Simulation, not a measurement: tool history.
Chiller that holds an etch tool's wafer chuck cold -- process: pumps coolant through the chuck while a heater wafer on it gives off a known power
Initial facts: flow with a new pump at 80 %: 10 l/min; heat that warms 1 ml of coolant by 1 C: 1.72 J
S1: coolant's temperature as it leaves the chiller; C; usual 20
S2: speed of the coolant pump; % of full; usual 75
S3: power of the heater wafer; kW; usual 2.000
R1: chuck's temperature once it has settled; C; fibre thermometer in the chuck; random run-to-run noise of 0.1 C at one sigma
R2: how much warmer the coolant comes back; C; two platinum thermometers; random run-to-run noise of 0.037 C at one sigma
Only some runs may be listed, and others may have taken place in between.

{"run": 1, "hour": 0.0, "S1": 20, "S2": 75, "S3": 2.0, "R1": 41.5, "R2": 7.85}
{"run": 2, "hour": 101.3, "S1": 20, "S2": 87, "S3": 2.0, "R1": 38.9, "R2": 6.72}
{"run": 3, "hour": 218.9, "S1": 20, "S2": 75, "S3": 2.155, "R1": 43.2, "R2": 8.5}
{"run": 4, "hour": 297.6, "S1": 20, "S2": 75, "S3": 2.0, "R1": 41.6, "R2": 7.85}
{"run": 5, "hour": 383.4, "S1": 20, "S2": 75, "S3": 2.0, "R1": 41.7, "R2": 7.94}
{"run": 6, "hour": 518.1, "S1": 20, "S2": 74, "S3": 2.0, "R1": 42.0, "R2": 8.02}
{"run": 7, "hour": 645.2, "S1": 20, "S2": 74, "S3": 2.0, "R1": 42.1, "R2": 8.04}
{"run": 8, "hour": 801.3, "S1": 20, "S2": 75, "S3": 2.0, "R1": 41.9, "R2": 7.95}
{"run": 9, "hour": 913.3, "S1": 20, "S2": 75, "S3": 2.0, "R1": 42.0, "R2": 7.97}
{"run": 10, "hour": 1031.2, "S1": 20, "S2": 75, "S3": 1.334, "R1": 34.7, "R2": 5.31}
{"run": 11, "hour": 1187.1, "S1": 20, "S2": 75, "S3": 1.334, "R1": 34.8, "R2": 5.31}
{"run": 12, "hour": 1254.4, "S1": 20, "S2": 75, "S3": 1.334, "R1": 34.8, "R2": 5.4}
{"run": 13, "hour": 1362.9, "S1": 20, "S2": 75, "S3": 1.334, "R1": 34.9, "R2": 5.38}
{"run": 14, "hour": 1513.0, "S1": 20, "S2": 75, "S3": 2.0, "R1": 42.4, "R2": 8.07}
{"run": 15, "hour": 1662.6, "S1": 20, "S2": 75, "S3": 2.0, "R1": 42.4, "R2": 8.11}
{"run": 16, "hour": 1759.7, "S1": 20, "S2": 75, "S3": 2.0, "R1": 42.8, "R2": 8.19}
{"run": 17, "hour": 1856.7, "S1": 12, "S2": 94, "S3": 1.656, "R1": 27.3, "R2": 5.32}
{"run": 18, "hour": 1964.2, "S1": 14, "S2": 80, "S3": 2.0, "R1": 35.5, "R2": 7.6}
{"run": 19, "hour": 2048.9, "S1": 22, "S2": 85, "S3": 1.856, "R1": 41.0, "R2": 6.59}
{"run": 20, "hour": 2181.4, "S1": 11, "S2": 97, "S3": 1.983, "R1": 29.2, "R2": 6.21}
{"run": 21, "hour": 2338.0, "S1": 11, "S2": 70, "S3": 1.841, "R1": 33.3, "R2": 8.13}
{"run": 22, "hour": 2439.9, "S1": 11, "S2": 70, "S3": 1.321, "R1": 26.9, "R2": 5.81}
{"run": 23, "hour": 2564.7, "S1": 22, "S2": 69, "S3": 1.19, "R1": 36.5, "R2": 5.36}
{"hour": 2635.3, "done": "chiller's thermometer calibrated"}
{"run": 24, "hour": 2661.0, "S1": 19, "S2": 78, "S3": 2.644, "R1": 48.8, "R2": 10.38}
{"run": 25, "hour": 2754.2, "S1": 23, "S2": 78, "S3": 2.644, "R1": 53.0, "R2": 10.55}
{"run": 26, "hour": 2901.4, "S1": 23, "S2": 78, "S3": 2.644, "R1": 53.2, "R2": 10.59}
{"run": 27, "hour": 3042.0, "S1": 23, "S2": 78, "S3": 2.644, "R1": 53.3, "R2": 10.51}
{"run": 28, "hour": 3159.6, "S1": 19, "S2": 75, "S3": 1.314, "R1": 34.6, "R2": 5.44}
{"run": 29, "hour": 3275.6, "S1": 19, "S2": 98, "S3": 1.314, "R1": 31.5, "R2": 4.11}
{"run": 30, "hour": 3350.4, "S1": 20, "S2": 69, "S3": 1.011, "R1": 32.9, "R2": 4.61}
{"run": 31, "hour": 3457.8, "S1": 20, "S2": 69, "S3": 1.011, "R1": 32.9, "R2": 4.64}

Per-run results on a tool with no hidden state, each run keeping its own random variation:
Hidden conditions of the tool in this case: heat passed by the chuck's channels, % of clean ones'; flow at a given pump speed, % of a new pump's; coolant's true temperature over the reading, C; drift of the gauge itself on chuck_c, C; drift of the gauge itself on warmer_back_c, C.
run=1 R1=39.4 R2=7.49
run=2 R1=37.0 R2=6.40
run=3 R1=40.8 R2=8.07
run=4 R1=39.3 R2=7.45
run=5 R1=39.4 R2=7.52
run=6 R1=39.6 R2=7.58
run=7 R1=39.6 R2=7.58
run=8 R1=39.4 R2=7.47
run=9 R1=39.4 R2=7.47
run=10 R1=32.9 R2=4.97
run=11 R1=33.0 R2=4.96
run=12 R1=33.0 R2=5.04
run=13 R1=33.0 R2=5.00
run=14 R1=39.4 R2=7.49
run=15 R1=39.3 R2=7.50
run=16 R1=39.6 R2=7.57
run=17 R1=25.2 R2=4.90
run=18 R1=32.3 R2=6.99
run=19 R1=38.2 R2=6.05
run=20 R1=26.5 R2=5.69
run=21 R1=29.8 R2=7.43
run=22 R1=24.4 R2=5.29
run=23 R1=34.3 R2=4.88
run=24 R1=43.7 R2=9.42
run=25 R1=47.8 R2=9.57
run=26 R1=47.9 R2=9.58
run=27 R1=47.8 R2=9.47
run=28 R1=31.8 R2=4.89
run=29 R1=29.2 R2=3.69
run=30 R1=30.5 R2=4.13
run=31 R1=30.5 R2=4.15

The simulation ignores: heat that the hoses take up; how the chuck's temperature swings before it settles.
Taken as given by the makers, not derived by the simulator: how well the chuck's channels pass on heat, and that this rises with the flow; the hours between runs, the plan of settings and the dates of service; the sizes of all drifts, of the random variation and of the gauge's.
